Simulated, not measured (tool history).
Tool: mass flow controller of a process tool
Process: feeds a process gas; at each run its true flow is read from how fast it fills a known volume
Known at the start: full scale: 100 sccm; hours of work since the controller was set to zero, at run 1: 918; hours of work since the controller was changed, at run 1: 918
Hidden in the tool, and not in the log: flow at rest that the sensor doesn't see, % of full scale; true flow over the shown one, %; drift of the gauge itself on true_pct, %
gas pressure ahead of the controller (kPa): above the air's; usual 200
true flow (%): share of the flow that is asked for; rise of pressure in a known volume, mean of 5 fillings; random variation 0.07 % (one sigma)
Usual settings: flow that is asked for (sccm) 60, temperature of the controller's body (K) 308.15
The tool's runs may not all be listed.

run,hour,flow that is asked for (sccm),gas pressure ahead of the controller (kPa),temperature of the controller's body (K),hours of work since the controller was set to zero,hours of work since the controller was changed,true flow (%)
1,0,60,200,308.15,918,918,98.91
2,56.8,60,200,308.15,937,937,98.84
3,97.8,60,200,298.15,950,950,99.13
4,172.1,60,200,298.15,975,975,99.19
5,205.8,60,200,298.15,986,986,99.16
6,259.9,60,200,298.15,1004,1004,99.2
7,302.1,60,200,298.15,1018,1018,99.18
8,368.3,13,200,308.15,1040,1040,98.63
9,435.5,13,200,308.15,1062,1062,98.6
10,473.2,13,200,308.15,1075,1075,98.57
11,545.7,60,155,308.15,1099,1099,98.57
12,614.6,60,155,308.15,1121,1121,98.48
13,659.8,60,155,308.15,1136,1136,98.73
14,734,60,155,308.15,1161,1161,98.58

Run 15 comes next. What will it give?
15,766.1,13,173,309.15,1171,1171,?

true flow (%): 98.39
Without the tool's hidden state the same run would have given true flow (%) 96.49.

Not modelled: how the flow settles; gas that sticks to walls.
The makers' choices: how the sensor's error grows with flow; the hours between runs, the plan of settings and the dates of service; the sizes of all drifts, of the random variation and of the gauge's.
